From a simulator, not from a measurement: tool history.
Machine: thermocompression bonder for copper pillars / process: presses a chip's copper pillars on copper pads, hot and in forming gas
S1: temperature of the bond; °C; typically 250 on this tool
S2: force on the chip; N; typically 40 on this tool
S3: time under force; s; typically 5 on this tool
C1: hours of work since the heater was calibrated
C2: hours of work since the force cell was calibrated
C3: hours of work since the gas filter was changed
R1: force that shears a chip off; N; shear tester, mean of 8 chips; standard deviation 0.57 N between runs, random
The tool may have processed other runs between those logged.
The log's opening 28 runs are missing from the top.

| run | day | S1 | S2 | S3 | C1 | C2 | C3 | R1 |
|---|---|---|---|---|---|---|---|---|
| 29 | 18.696 | 256 | 25 | 10 | 1018 | 360 | 214 | 69.7 |
| 30 | 19.429 | 222 | 30 | 13 | 1027 | 368 | 222 | 53.8 |
| 31 | 20.162 | 256 | 40 | 3 | 1035 | 376 | 230 | 59.2 |
| 32 | 21.050 | 256 | 40 | 3 | 1045 | 386 | 241 | 59.5 |
| 33 | 21.554 | 256 | 40 | 3 | 1051 | 392 | 246 | 59.4 |
| 34 | 22.508 | 239 | 44 | 12 | 1062 | 403 | 257 | 81.9 |
| 35 | 23.379 | 232 | 35 | 4 | 1072 | 413 | 267 | 42.6 |
| 36 | 24.162 | 250 | 40 | 6 | 1081 | 422 | 276 | 69.3 |
| 37 | 24.862 | 276 | 26 | 4 | 1089 | 430 | 284 | 66.5 |
|  | 25.021 | heater calibrated with a thermocouple chip |
| 38 | 25.679 | 276 | 26 | 4 | 8 | 438 | 293 | 65.6 |
| 39 | 26.312 | 250 | 29 | 5 | 15 | 446 | 300 | 55.9 |
| 40 | 27.058 | 251 | 37 | 4 | 23 | 454 | 308 | 59.9 |

Each row is a separate what-if for the run after 40, all from the same tool condition, not one after another. Results?
| A | 27.858 | 251 | 35 | 4 | 32 | 463 | 318 | ? |
| B | 27.858 | 257 | 36 | 10 | 32 | 463 | 318 | ? |
| C | 27.858 | 251 | 37 | 6 | 32 | 463 | 318 | ? |
| D | 27.858 | 269 | 29 | 13 | 32 | 463 | 318 | ? |

| run | R1 |
|---|---|
| A | 56.9 |
| B | 84.0 |
| C | 68.1 |
| D | 91.7 |
With the hidden condition removed and each run's random variation left untouched, the same runs would have given:
| run | R1 |
|---|---|
| A | 57.1 |
| B | 84.2 |
| C | 68.3 |
| D | 92.0 |

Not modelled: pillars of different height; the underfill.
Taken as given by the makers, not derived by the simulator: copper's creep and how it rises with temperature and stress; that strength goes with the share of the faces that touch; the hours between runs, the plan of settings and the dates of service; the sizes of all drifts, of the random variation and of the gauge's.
